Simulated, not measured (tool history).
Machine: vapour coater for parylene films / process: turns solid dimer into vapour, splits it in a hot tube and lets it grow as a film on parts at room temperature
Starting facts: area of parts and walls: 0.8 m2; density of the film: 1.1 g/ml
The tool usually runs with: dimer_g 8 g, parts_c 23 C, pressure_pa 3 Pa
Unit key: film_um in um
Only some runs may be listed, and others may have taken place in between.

run   hour  dimer_g  parts_c  pressure_pa  film_um
  1      0        8       23            3     5.69
  2   67.3        8       23            3     5.62
  3  123.5       10       23            3     6.98
     154.6  -- trap's valve overhauled
  4  210.9        8       20            3     6.63
  5  255.5       13       20            3    10.61
  6  300.4       13       20            3    10.51
  7  335.3       13       20            3     10.4
  8  375.4       13       20            3    10.34
  9  453.6        8       17            3     6.94
     459.5  -- table's thermometer calibrated
 10  530.2        4       26        11.56      2.4
 11  593.9        6       30        11.56     3.22
 12  641.9        6       30        11.56      3.2
 13  712.5        8       29         7.18     4.41
 14  787.8        8       29        11.65     4.29
 15  842.6        8       16        11.65      6.3

What will run 16 give?
     872.6  -- table's thermometer calibrated, once more
 16  911.6        8       16        11.65        ?

{"run 16": {"film_um": 6.41}}
Minus the tool's unlogged condition, the same run would have read film_um 6.91 um.
